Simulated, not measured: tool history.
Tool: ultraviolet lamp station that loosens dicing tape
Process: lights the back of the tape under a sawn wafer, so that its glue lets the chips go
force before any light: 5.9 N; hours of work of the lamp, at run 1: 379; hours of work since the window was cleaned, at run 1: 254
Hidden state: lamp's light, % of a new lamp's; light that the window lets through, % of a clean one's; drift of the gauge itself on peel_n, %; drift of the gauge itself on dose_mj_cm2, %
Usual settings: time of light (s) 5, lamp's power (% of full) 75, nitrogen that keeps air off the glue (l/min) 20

run,hour,time of light (s),lamp's power (% of full),nitrogen that keeps air off the glue (l/min),hours of work of the lamp,hours of work since the window was cleaned,force that peels the tape off (N),light that reached the tape (mJ/cm2)
1,0.0,5,75,20,379,254,0.568,451
2,60.4,5,75,20,411,286,0.592,451
3,126.6,5,75,20,446,322,0.619,436
4,174.8,5,75,20,472,347,0.614,436
5,228.6,5,75,20,500,376,0.624,432
6,298.1,5,75,20,537,412,0.644,427
7,359.4,7,90,14,570,445,0.313,701
8,435.6,7,80,14,610,485,0.391,615
9,496.5,7,93,6,642,518,0.565,717
10,565.3,7,93,6,679,554,0.566,711
11,639.5,7,93,6,718,593,0.575,694

Some steps in force that peels the tape off (N) between neighbouring runs. How much of each would the tool show without its hidden state too (settings, what came in, random variation), and how much is left for the hidden state, with any gauge scatter that isn't in both results?
Run 6 -> 7: time of light (s) 5 -> 7, lamp's power (% of full) 75 -> 90, nitrogen that keeps air off the glue (l/min) 20 -> 14. force that peels the tape off (N) -0.331: hidden state -0.109, all else -0.222.
